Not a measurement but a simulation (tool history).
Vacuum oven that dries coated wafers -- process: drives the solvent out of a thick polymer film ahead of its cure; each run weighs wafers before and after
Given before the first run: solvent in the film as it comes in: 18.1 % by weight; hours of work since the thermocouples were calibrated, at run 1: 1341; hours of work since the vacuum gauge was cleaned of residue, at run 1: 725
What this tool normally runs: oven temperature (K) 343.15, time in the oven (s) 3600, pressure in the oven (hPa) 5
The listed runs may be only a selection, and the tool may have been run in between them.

run	hour	oven temperature (K)	time in the oven (s)	pressure in the oven (hPa)	hours of work since the thermocouples were calibrated	hours of work since the vacuum gauge was cleaned of residue	solvent left in the film (%)
1	0	343.15	3600	5	1341	725	1.15
2	59.1	343.15	3600	5	1366	751	1.03
3	123	343.15	3600	5	1394	778	1.12
4	186.3	343.15	3600	5	1421	805	1.17
5	238.4	343.15	3600	5	1443	827	1.21
6	289.9	343.15	3600	5	1466	850	1.28
7	355.4	343.15	3600	5	1494	878	1.23
8	403	355.15	3600	5	1514	898	0.21
9	432.2	355.15	3600	5	1527	911	0.25
10	477.6	355.15	2040	5	1546	930	1.17
11	522.2	355.15	2040	5	1565	949	1.27
12	593.7	355.15	2040	5	1596	980	1.28
13	637.1	343.15	2400	5	1615	999	2.7
14	703.2	343.15	2400	5	1643	1027	2.53
15	749	343.15	3660	5	1663	1047	1.13
# hour 768.1: oven's thermocouples calibrated
16	786.6	343.15	3600	2.61	8	1062	0.89
17	841.6	343.15	3600	2.61	32	1085	0.84
18	906.1	343.15	3600	5	59	1113	0.88
19	969.7	343.15	3360	5	87	1140	1.05
20	1001.7	343.15	3360	5	100	1154	1.1
21	1071.7	343.15	3360	5	130	1184	1.14
22	1125.5	343.15	3360	5	153	1207	1.09
23	1181.5	343.15	3360	5	177	1231	1.09
24	1241.3	339.15	3360	5	203	1257	1.57
25	1278	339.15	3360	5	219	1273	1.66
26	1326.6	350.15	4200	5	240	1294	0.24
27	1373.6	343.15	5460	3.67	260	1314	0.34
28	1445.3	333.15	3540	5	291	1345	2.67
29	1484.3	333.15	3540	5	307	1361	2.72
30	1537.9	333.15	3540	5	330	1384	2.58
31	1602.1	335.15	3540	13.33	358	1412	2.54
32	1650.7	338.15	3540	5.39	379	1433	1.76
33	1684.3	336.15	3600	8.61	393	1447	2.13
34	1717.6	334.15	2880	8.61	408	1461	3.62
35	1756.8	334.15	2880	8.61	424	1478	3.42
36	1806.9	355.15	2880	2.78	446	1500	0.3
37	1841.3	355.15	2880	2.78	461	1515	0.35
38	1881.1	358.15	2880	2.78	478	1532	0.21
39	1922.7	334.15	2460	2.68	496	1549	4.24
40	1984.6	343.15	1860	16.31	522	1576	3.7
41	2029.1	343.15	3600	6.92	541	1595	1.03
42	2087.3	343.15	3600	6.92	566	1620	1.1
43	2144.2	345.15	2280	17.19	591	1645	2.36
44	2185.8	345.15	2280	17.19	608	1662	2.46
45	2243.9	358.15	4680	10.07	633	1687	0.13
46	2305.2	358.15	4680	10.07	660	1714	0.11
47	2365.9	358.15	4680	10.07	686	1740	0.23

4 ways to go on from here, each from the tool as it stands after run 47. What would each give?
A	2403.6	342.15	6180	5.58	702	1756	?
B	2403.6	330.15	3600	14.25	702	1756	?
C	2403.6	356.15	6000	5	702	1756	?
D	2403.6	344.15	2280	5.95	702	1756	?

run	solvent left in the film (%)
A	0.31
B	3.91
C	0.09
D	2.32
Without the tool's hidden state the same runs would have given:
run	solvent left in the film (%)
A	0.19
B	3.49
C	0.04
D	2.03
